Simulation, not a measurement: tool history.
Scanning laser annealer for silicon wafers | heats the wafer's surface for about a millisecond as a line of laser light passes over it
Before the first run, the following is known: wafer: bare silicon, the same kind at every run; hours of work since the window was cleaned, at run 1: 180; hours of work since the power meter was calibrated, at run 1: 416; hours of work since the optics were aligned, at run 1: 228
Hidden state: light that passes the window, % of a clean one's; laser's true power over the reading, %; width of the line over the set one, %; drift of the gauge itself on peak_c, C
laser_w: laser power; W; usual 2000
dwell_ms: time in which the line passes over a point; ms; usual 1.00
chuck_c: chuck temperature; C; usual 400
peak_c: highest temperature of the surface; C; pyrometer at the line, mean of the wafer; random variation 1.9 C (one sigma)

run   hour  laser_w  dwell_ms  chuck_c  hours of work since the window was cleaned  hours of work since the power meter was calibrated  hours of work since the optics were aligned  peak_c
  1    0.0     2000      1.00      400                                         180                                                 416                                          228    1140
  2   10.0     2000      0.95      400                                         186                                                 421                                          233    1119
  3   28.8     2000      0.95      400                                         196                                                 432                                          244    1122
  4   44.0     2000      0.95      400                                         205                                                 440                                          252    1120
  5   61.1     2000      1.00      400                                         214                                                 449                                          262    1138
  6   78.3     2000      1.00      400                                         224                                                 459                                          271    1136
  7   89.0     2114      1.00      400                                         229                                                 465                                          277    1187
  8  108.7     2114      1.00      400                                         240                                                 476                                          288    1187
  9  123.2     2000      1.00      400                                         248                                                 484                                          296    1133
 10  136.6     2000      1.00      400                                         256                                                 491                                          303    1137
 11  157.9     2000      1.00      400                                         267                                                 503                                          315    1134
 12  176.8     2000      1.00      400                                         278                                                 513                                          325    1133
 13  189.6     2000      1.00      400                                         285                                                 520                                          332    1133
 14  201.8     2000      1.00      400                                         292                                                 527                                          339    1130
 15  224.6     2000      0.85      400                                         304                                                 539                                          352    1084
 16  244.4     2000      0.85      375                                         315                                                 550                                          363    1055
 17  265.2     2000      0.85      375                                         327                                                 562                                          374    1058
 18  285.7     2106      0.74      400                                         338                                                 573                                          385    1082
 19  305.6     1879      1.25      401                                         349                                                 584                                          396    1148

What will run 20 give?
 20  315.5     1940      1.25      372                                         354                                                 590                                          402       ?

{"run 20": {"peak_c": 1149}}
The same run, on a tool lacking any hidden state, would have yielded peak_c 1173 C.
